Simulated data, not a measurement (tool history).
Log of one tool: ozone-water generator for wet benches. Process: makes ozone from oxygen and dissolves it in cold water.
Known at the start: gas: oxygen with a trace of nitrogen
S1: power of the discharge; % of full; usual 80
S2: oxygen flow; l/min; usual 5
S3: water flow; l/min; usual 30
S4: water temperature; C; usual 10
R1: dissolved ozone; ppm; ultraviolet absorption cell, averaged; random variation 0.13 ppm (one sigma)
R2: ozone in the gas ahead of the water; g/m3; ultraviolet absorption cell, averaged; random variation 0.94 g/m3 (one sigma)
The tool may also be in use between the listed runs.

run	day	S1	S2	S3	S4	R1	R2
1	0	80	5	30	10	13.3	155.9
2	3.529	80	5	30	10	13.3	155.2
3	5.175	80	5	30	7	13.9	158
4	8.175	80	5	30	7	13.8	155.5
5	11.888	80	5	30	7	13.8	155.9
6	15.058	80	5	30	7	13.6	157
7	17.008	80	5	30	7	13.6	156.7
8	19.038	80	5	30	10	13.2	157.9
9	21.079	80	5	19	10	20.1	156.1
10	22.792	80	5.1	30	10	13.4	154.1
11	24.462	80	5	30	10	13.5	156
12	27.367	80	5	30	10	13.4	155.3
13	29.404	80	5	30	10	13.2	157.3
14	32.629	80	5.45	30	10	13.8	152.4
15	35.146	80	5.45	30	10	13.9	151.4
16	37.721	80	6.48	30	10	14.4	142
17	40.779	80	6.48	30	10	14.3	143.4
18	42.721	80	6.48	30	10	14.5	143.1
# day 46.3: contactor cleaned
19	46.738	50	6.48	19	5	17.9	107.7
20	49.558	89	6.48	19	5	25.5	150.6
21	52.996	89	6.48	19	5	25.4	151.1
22	56.579	54	6.48	19	17	15.6	111.5
23	59.296	42	4.82	19	9	14.4	107.8

Run 24 comes next. What will it give?
24	62.962	42	4.82	40	12	?	?

{"run 24": {"R1": 6.9, "R2": 108.8}}
Without the tool's hidden state the same run would have given R1 7.1 ppm, R2 110.3 g/m3.
